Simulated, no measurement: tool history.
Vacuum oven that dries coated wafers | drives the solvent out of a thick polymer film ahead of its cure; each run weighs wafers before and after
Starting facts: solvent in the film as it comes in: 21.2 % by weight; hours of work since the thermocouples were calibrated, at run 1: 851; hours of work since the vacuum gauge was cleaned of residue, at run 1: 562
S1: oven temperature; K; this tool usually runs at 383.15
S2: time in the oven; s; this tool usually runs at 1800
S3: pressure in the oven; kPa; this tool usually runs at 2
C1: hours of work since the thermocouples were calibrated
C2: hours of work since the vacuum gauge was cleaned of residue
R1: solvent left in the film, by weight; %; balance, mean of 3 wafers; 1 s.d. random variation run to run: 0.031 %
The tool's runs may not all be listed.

{"run": 1, "hour": 0.0, "S1": 383.15, "S2": 1800, "S3": 2, "C1": 851, "C2": 562, "R1": 1.33}
{"run": 2, "hour": 37.7, "S1": 383.15, "S2": 1020, "S3": 2, "C1": 868, "C2": 579, "R1": 3.48}
{"run": 3, "hour": 63.7, "S1": 383.15, "S2": 1800, "S3": 3, "C1": 880, "C2": 591, "R1": 1.63}
{"run": 4, "hour": 98.7, "S1": 383.15, "S2": 1800, "S3": 2, "C1": 896, "C2": 607, "R1": 1.34}
{"run": 5, "hour": 116.3, "S1": 383.15, "S2": 1800, "S3": 2, "C1": 904, "C2": 615, "R1": 1.39}
{"run": 6, "hour": 158.8, "S1": 383.15, "S2": 1800, "S3": 2, "C1": 924, "C2": 635, "R1": 1.33}
{"run": 7, "hour": 186.7, "S1": 383.15, "S2": 1800, "S3": 2, "C1": 936, "C2": 647, "R1": 1.36}
{"run": 8, "hour": 216.3, "S1": 383.15, "S2": 1800, "S3": 2, "C1": 950, "C2": 661, "R1": 1.4}
{"run": 9, "hour": 246.1, "S1": 373.15, "S2": 1800, "S3": 2, "C1": 964, "C2": 674, "R1": 3.2}
{"run": 10, "hour": 279.4, "S1": 373.15, "S2": 1800, "S3": 2, "C1": 979, "C2": 690, "R1": 3.29}
{"run": 11, "hour": 304.6, "S1": 373.15, "S2": 1800, "S3": 2, "C1": 990, "C2": 701, "R1": 3.21}
{"run": 12, "hour": 345.5, "S1": 373.15, "S2": 1800, "S3": 2, "C1": 1009, "C2": 720, "R1": 3.21}
{"run": 13, "hour": 372.5, "S1": 394.15, "S2": 1800, "S3": 2, "C1": 1021, "C2": 732, "R1": 0.55}
{"run": 14, "hour": 413.9, "S1": 383.15, "S2": 1800, "S3": 2, "C1": 1040, "C2": 751, "R1": 1.43}
{"run": 15, "hour": 447.4, "S1": 388.15, "S2": 1800, "S3": 2, "C1": 1055, "C2": 766, "R1": 0.86}
{"run": 16, "hour": 479.6, "S1": 388.15, "S2": 1800, "S3": 2, "C1": 1070, "C2": 781, "R1": 0.83}
{"run": 17, "hour": 510.9, "S1": 388.15, "S2": 1800, "S3": 2, "C1": 1084, "C2": 795, "R1": 0.9}
{"run": 18, "hour": 543.5, "S1": 388.15, "S2": 1800, "S3": 2, "C1": 1099, "C2": 810, "R1": 0.9}
{"run": 19, "hour": 575.6, "S1": 375.15, "S2": 1800, "S3": 2, "C1": 1114, "C2": 825, "R1": 2.76}
{"run": 20, "hour": 610.5, "S1": 375.15, "S2": 2100, "S3": 2, "C1": 1130, "C2": 841, "R1": 2.21}
{"run": 21, "hour": 646.4, "S1": 375.15, "S2": 2100, "S3": 2, "C1": 1146, "C2": 857, "R1": 2.15}
{"run": 22, "hour": 672.3, "S1": 383.15, "S2": 1800, "S3": 1.65, "C1": 1158, "C2": 869, "R1": 1.28}
{"run": 23, "hour": 701.4, "S1": 383.15, "S2": 1800, "S3": 1.65, "C1": 1171, "C2": 882, "R1": 1.24}
{"run": 24, "hour": 727.7, "S1": 383.15, "S2": 1800, "S3": 1.65, "C1": 1183, "C2": 894, "R1": 1.31}
{"run": 25, "hour": 747.1, "S1": 383.15, "S2": 1800, "S3": 1.65, "C1": 1192, "C2": 903, "R1": 1.28}
{"run": 26, "hour": 780.2, "S1": 386.15, "S2": 1380, "S3": 1.3, "C1": 1207, "C2": 918, "R1": 1.5}
{"run": 27, "hour": 810.0, "S1": 373.15, "S2": 1800, "S3": 3.46, "C1": 1221, "C2": 932, "R1": 3.64}
{"run": 28, "hour": 836.6, "S1": 387.15, "S2": 900, "S3": 2, "C1": 1233, "C2": 944, "R1": 3.12}
{"run": 29, "hour": 877.4, "S1": 377.15, "S2": 1800, "S3": 2.94, "C1": 1252, "C2": 963, "R1": 2.57}
{"run": 30, "hour": 894.9, "S1": 377.15, "S2": 1800, "S3": 2.94, "C1": 1260, "C2": 971, "R1": 2.56}
{"run": 31, "hour": 924.2, "S1": 379.15, "S2": 1440, "S3": 2, "C1": 1273, "C2": 984, "R1": 2.81}
{"run": 32, "hour": 954.1, "S1": 368.15, "S2": 1680, "S3": 1.5, "C1": 1287, "C2": 998, "R1": 4.75}
{"run": 33, "hour": 972.7, "S1": 368.15, "S2": 1680, "S3": 1.5, "C1": 1295, "C2": 1006, "R1": 4.79}
{"run": 34, "hour": 1010.1, "S1": 383.15, "S2": 1920, "S3": 1.21, "C1": 1312, "C2": 1023, "R1": 1.03}
{"run": 35, "hour": 1048.4, "S1": 372.15, "S2": 1980, "S3": 2.17, "C1": 1330, "C2": 1041, "R1": 3.08}
{"run": 36, "hour": 1072.0, "S1": 372.15, "S2": 1980, "S3": 2.17, "C1": 1341, "C2": 1051, "R1": 3.08}
{"run": 37, "hour": 1102.8, "S1": 372.15, "S2": 1980, "S3": 2.17, "C1": 1355, "C2": 1066, "R1": 3.09}
{"run": 38, "hour": 1133.5, "S1": 383.15, "S2": 1680, "S3": 4.05, "C1": 1369, "C2": 1080, "R1": 2.02}
{"run": 39, "hour": 1167.2, "S1": 397.15, "S2": 1080, "S3": 2.06, "C1": 1384, "C2": 1095, "R1": 0.88}
{"run": 40, "hour": 1195.5, "S1": 397.15, "S2": 1080, "S3": 2.06, "C1": 1397, "C2": 1108, "R1": 0.95}
{"run": 41, "hour": 1221.3, "S1": 397.15, "S2": 1080, "S3": 2.06, "C1": 1409, "C2": 1120, "R1": 0.95}
{"run": 42, "hour": 1249.6, "S1": 383.15, "S2": 1380, "S3": 2, "C1": 1422, "C2": 1133, "R1": 2.08}
{"run": 43, "hour": 1271.5, "S1": 374.15, "S2": 3060, "S3": 5.5, "C1": 1432, "C2": 1143, "R1": 2.54}
{"run": 44, "hour": 1307.3, "S1": 391.15, "S2": 1800, "S3": 2.62, "C1": 1448, "C2": 1159, "R1": 0.72}
{"run": 45, "hour": 1337.3, "S1": 381.15, "S2": 1920, "S3": 2.62, "C1": 1462, "C2": 1173, "R1": 1.61}
{"run": 46, "hour": 1366.2, "S1": 381.15, "S2": 1920, "S3": 2.62, "C1": 1475, "C2": 1186, "R1": 1.61}

Consider 4 possible next runs. They are alternatives, not a sequence: every one starts from the tool as it was left by run 46. What does each give?
{"run": "A", "hour": 1393.1, "S1": 381.15, "S2": 1800, "S3": 2.62, "C1": 1487, "C2": 1198, "R1": "?"}
{"run": "B", "hour": 1393.1, "S1": 383.15, "S2": 1800, "S3": 4.04, "C1": 1487, "C2": 1198, "R1": "?"}
{"run": "C", "hour": 1393.1, "S1": 372.15, "S2": 2940, "S3": 6.4, "C1": 1487, "C2": 1198, "R1": "?"}
{"run": "D", "hour": 1393.1, "S1": 383.15, "S2": 1020, "S3": 2, "C1": 1487, "C2": 1198, "R1": "?"}

run=A R1=1.72
run=B R1=1.89
run=C R1=3.35
run=D R1=3.38
With the hidden condition removed and each run's random variation left untouched, the same runs would have given:
run=A R1=1.87
run=B R1=2.03
run=C R1=3.53
run=D R1=3.74
